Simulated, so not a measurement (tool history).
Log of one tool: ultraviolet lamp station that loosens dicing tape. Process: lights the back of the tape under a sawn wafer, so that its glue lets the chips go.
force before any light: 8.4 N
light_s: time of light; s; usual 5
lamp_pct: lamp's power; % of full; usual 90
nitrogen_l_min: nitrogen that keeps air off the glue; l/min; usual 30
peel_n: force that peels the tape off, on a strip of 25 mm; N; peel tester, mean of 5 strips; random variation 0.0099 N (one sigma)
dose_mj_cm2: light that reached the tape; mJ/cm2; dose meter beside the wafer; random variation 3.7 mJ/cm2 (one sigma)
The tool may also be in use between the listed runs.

Run 1, day 0.000: usual settings. Result: peel_n 0.459 N, dose_mj_cm2 581 mJ/cm2.
Run 2, day 0.854: usual settings. Result: peel_n 0.489 N, dose_mj_cm2 588 mJ/cm2.
Run 3, day 1.338: usual settings. Result: peel_n 0.485 N, dose_mj_cm2 580 mJ/cm2.
Run 4, day 2.304: usual settings. Result: peel_n 0.509 N, dose_mj_cm2 565 mJ/cm2.
Run 5, day 3.350: usual settings. Result: peel_n 0.525 N, dose_mj_cm2 567 mJ/cm2.
Run 6, day 4.479: usual settings. Result: peel_n 0.542 N, dose_mj_cm2 555 mJ/cm2.
Run 7, day 5.088: usual settings. Result: peel_n 0.545 N, dose_mj_cm2 551 mJ/cm2.
Run 8, day 5.879: usual settings. Result: peel_n 0.564 N, dose_mj_cm2 553 mJ/cm2.
Run 9, day 7.033: usual settings. Result: peel_n 0.581 N, dose_mj_cm2 541 mJ/cm2.
Run 10, day 7.638: usual settings but lamp_pct 71 % of full. Result: peel_n 1.008 N, dose_mj_cm2 427 mJ/cm2.
Run 11, day 8.721: usual settings. Result: peel_n 0.617 N, dose_mj_cm2 533 mJ/cm2.
Run 12, day 9.196: usual settings. Result: peel_n 0.610 N, dose_mj_cm2 532 mJ/cm2.
Run 13, day 10.279: usual settings. Result: peel_n 0.627 N, dose_mj_cm2 518 mJ/cm2.
Run 14, day 11.246: usual settings. Result: peel_n 0.662 N, dose_mj_cm2 516 mJ/cm2.
Run 15, day 12.292: usual settings but light_s 3 s. Result: peel_n 1.822 N, dose_mj_cm2 305 mJ/cm2.
Run 16, day 13.133: usual settings but light_s 3 s. Result: peel_n 1.814 N, dose_mj_cm2 300 mJ/cm2.
Run 17, day 14.058: usual settings but light_s 3 s. Result: peel_n 1.800 N, dose_mj_cm2 301 mJ/cm2.
Run 18, day 14.800: usual settings but light_s 4 s. Result: peel_n 1.239 N, dose_mj_cm2 386 mJ/cm2.
Run 19, day 15.708: usual settings but light_s 3 s, lamp_pct 63 % of full, nitrogen_l_min 49 l/min. Result: peel_n 2.720 N, dose_mj_cm2 198 mJ/cm2.
Run 20, day 16.742: usual settings but light_s 3 s, lamp_pct 89 % of full, nitrogen_l_min 44 l/min. Result: peel_n 1.805 N, dose_mj_cm2 282 mJ/cm2.
Run 21, day 17.233: usual settings but nitrogen_l_min 14 l/min. Result: peel_n 1.319 N, dose_mj_cm2 467 mJ/cm2.
Run 22, day 18.400: usual settings but nitrogen_l_min 14 l/min. Result: peel_n 1.317 N, dose_mj_cm2 459 mJ/cm2.
Run 23, day 19.108: usual settings but nitrogen_l_min 14 l/min. Result: peel_n 0.942 N, dose_mj_cm2 546 mJ/cm2.
Run 24, day 19.629: usual settings but lamp_pct 87 % of full, nitrogen_l_min 20 l/min. Result: peel_n 0.791 N, dose_mj_cm2 525 mJ/cm2.
Run 25, day 20.692: usual settings but light_s 3 s, lamp_pct 64 % of full, nitrogen_l_min 21 l/min. Result: peel_n 2.793 N, dose_mj_cm2 228 mJ/cm2.
Run 26, day 21.812: usual settings but light_s 3 s, lamp_pct 64 % of full, nitrogen_l_min 21 l/min. Result: peel_n 2.991 N, dose_mj_cm2 224 mJ/cm2.
Run 27, day 22.467: usual settings but light_s 3 s, lamp_pct 64 % of full, nitrogen_l_min 21 l/min. Result: peel_n 2.931 N, dose_mj_cm2 221 mJ/cm2.
Run 28, day 23.329: usual settings but light_s 7 s, lamp_pct 64 % of full, nitrogen_l_min 14 l/min. Result: peel_n 1.079 N, dose_mj_cm2 519 mJ/cm2.
Run 29, day 24.046: usual settings but light_s 7 s, lamp_pct 64 % of full, nitrogen_l_min 14 l/min. Result: peel_n 1.066 N, dose_mj_cm2 519 mJ/cm2.
Run 30, day 24.683: usual settings but light_s 7 s, lamp_pct 64 % of full, nitrogen_l_min 14 l/min. Result: peel_n 1.084 N, dose_mj_cm2 513 mJ/cm2.
Run 31, day 25.404: usual settings but nitrogen_l_min 13 l/min. Result: peel_n 1.124 N, dose_mj_cm2 505 mJ/cm2.
Run 32, day 25.929: usual settings but light_s 4 s, lamp_pct 64 % of full, nitrogen_l_min 14 l/min. Result: peel_n 2.692 N, dose_mj_cm2 284 mJ/cm2.
Run 33, day 26.683: usual settings but light_s 2 s, nitrogen_l_min 21 l/min. Result: peel_n 3.264 N, dose_mj_cm2 199 mJ/cm2.
Run 34, day 27.442: usual settings but light_s 8 s, lamp_pct 79 % of full, nitrogen_l_min 40 l/min. Result: peel_n 0.250 N, dose_mj_cm2 699 mJ/cm2.
Run 35, day 27.996: usual settings but light_s 8 s, lamp_pct 79 % of full, nitrogen_l_min 40 l/min. Result: peel_n 0.249 N, dose_mj_cm2 696 mJ/cm2.

Not shown: 2 entries that the log had between the listed runs. Between which runs, and how does the tool's hidden state differ before and after?
Between runs 17 and 18: window cleaned of glue's vapour (day 14.171)
  lamp's light, % of a new lamp's: 92.1 -> 91.8; light that the window lets through, % of a clean one's: 88.5 -> 85.7
  measured less the result without the state, peel_n: +0.507 -> +0.484 N; dose_mj_cm2: -68 -> -104 mJ/cm2
Between runs 22 and 23: window cleaned of glue's vapour, once more (day 18.954)
  lamp's light, % of a new lamp's: 90.2 -> 89.9; light that the window lets through, % of a clean one's: 83.3 -> 99.5
  measured less the result without the state, peel_n: +0.575 -> +0.202 N; dose_mj_cm2: -153 -> -65 mJ/cm2

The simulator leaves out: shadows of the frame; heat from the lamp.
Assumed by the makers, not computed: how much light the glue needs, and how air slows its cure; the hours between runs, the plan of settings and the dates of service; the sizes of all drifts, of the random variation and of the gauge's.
